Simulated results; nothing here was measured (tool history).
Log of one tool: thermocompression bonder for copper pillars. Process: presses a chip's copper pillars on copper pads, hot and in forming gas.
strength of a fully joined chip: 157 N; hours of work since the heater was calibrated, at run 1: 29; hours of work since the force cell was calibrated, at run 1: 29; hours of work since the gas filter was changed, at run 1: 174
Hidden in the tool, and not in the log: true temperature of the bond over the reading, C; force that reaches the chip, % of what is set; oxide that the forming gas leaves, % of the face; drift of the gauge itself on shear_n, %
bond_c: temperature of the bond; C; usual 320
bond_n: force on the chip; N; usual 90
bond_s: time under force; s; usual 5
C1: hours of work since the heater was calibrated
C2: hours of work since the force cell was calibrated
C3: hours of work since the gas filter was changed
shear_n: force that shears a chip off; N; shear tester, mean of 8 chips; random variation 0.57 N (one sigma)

Run 1, hour 0.0: usual settings; C1 29; C2 29; C3 174. Result: shear_n 81.6 N.
Run 2, hour 42.0: usual settings; C1 51; C2 51; C3 196. Result: shear_n 79.6 N.
Run 3, hour 70.1: usual settings but bond_c 304 C; C1 66; C2 66; C3 210. Result: shear_n 66.4 N.
Run 4, hour 112.6: usual settings but bond_c 304 C; C1 88; C2 88; C3 232. Result: shear_n 67.1 N.
At hour 146.5: forming gas filter changed.
Run 5, hour 155.4: usual settings but bond_c 304 C; C1 110; C2 110; C3 5. Result: shear_n 70.6 N.
Run 6, hour 210.7: usual settings; C1 138; C2 138; C3 33. Result: shear_n 83.7 N.
Run 7, hour 235.0: usual settings; C1 151; C2 151; C3 46. Result: shear_n 83.0 N.
Run 8, hour 286.8: usual settings; C1 178; C2 178; C3 73. Result: shear_n 81.9 N.
Run 9, hour 322.6: usual settings; C1 196; C2 196; C3 91. Result: shear_n 80.8 N.
Run 10, hour 367.5: usual settings; C1 220; C2 220; C3 115. Result: shear_n 81.4 N.
Run 11, hour 394.5: usual settings; C1 234; C2 234; C3 129. Result: shear_n 81.0 N.
Run 12, hour 422.8: usual settings but bond_c 321 C, bond_n 96 N; C1 248; C2 248; C3 143. Result: shear_n 86.4 N.
Run 13, hour 476.9: usual settings but bond_c 344 C, bond_n 70 N, bond_s 9 s; C1 276; C2 276; C3 171. Result: shear_n 94.3 N.
Run 14, hour 502.0: usual settings but bond_c 340 C, bond_n 113 N, bond_s 12 s; C1 289; C2 289; C3 184. Result: shear_n 131.7 N.
Run 15, hour 538.8: usual settings but bond_c 340 C, bond_n 130 N, bond_s 12 s; C1 308; C2 308; C3 203. Result: shear_n 137.1 N.
Run 16, hour 564.4: usual settings but bond_c 340 C, bond_n 130 N, bond_s 12 s; C1 322; C2 322; C3 217. Result: shear_n 136.3 N.
Run 17, hour 613.5: usual settings but bond_c 340 C, bond_n 130 N, bond_s 12 s; C1 347; C2 347; C3 242. Result: shear_n 136.3 N.
At hour 632.8: forming gas filter changed.
Run 18, hour 655.2: usual settings but bond_c 295 C, bond_n 87 N, bond_s 12 s; C1 369; C2 369; C3 12. Result: shear_n 85.3 N.
Run 19, hour 710.1: usual settings but bond_c 325 C, bond_n 105 N, bond_s 6 s; C1 397; C2 397; C3 40. Result: shear_n 104.8 N.
Run 20, hour 744.0: usual settings but bond_c 321 C, bond_n 97 N, bond_s 6 s; C1 415; C2 415; C3 58. Result: shear_n 93.3 N.
Run 21, hour 793.8: usual settings but bond_c 292 C, bond_n 66 N, bond_s 15 s; C1 440; C2 440; C3 83. Result: shear_n 65.3 N.
Run 22, hour 844.1: usual settings but bond_c 296 C, bond_n 61 N, bond_s 7 s; C1 467; C2 467; C3 110. Result: shear_n 46.5 N.

Forecast each of these 5 alternatives for the next run:
Run A, hour 871.8: usual settings but bond_n 86 N; C1 481; C2 481; C3 124. Result: shear_n ?.
Run B, hour 871.8: usual settings but bond_c 340 C, bond_n 57 N, bond_s 11 s; C1 481; C2 481; C3 124. Result: shear_n ?.
Run C, hour 871.8: usual settings but bond_c 347 C, bond_n 61 N, bond_s 10 s; C1 481; C2 481; C3 124. Result: shear_n ?.
Run D, hour 871.8: usual settings but bond_s 8 s; C1 481; C2 481; C3 124. Result: shear_n ?.
Run E, hour 871.8: usual settings but bond_n 91 N, bond_s 3 s; C1 481; C2 481; C3 124. Result: shear_n ?.

run  shear_n
  A     77.0
  B     81.3
  C     89.2
  D     94.3
  E     68.7
Without the tool's hidden state the same runs would have given:
run  shear_n
  A     80.3
  B     85.0
  C     93.3
  D     98.3
  E     71.7
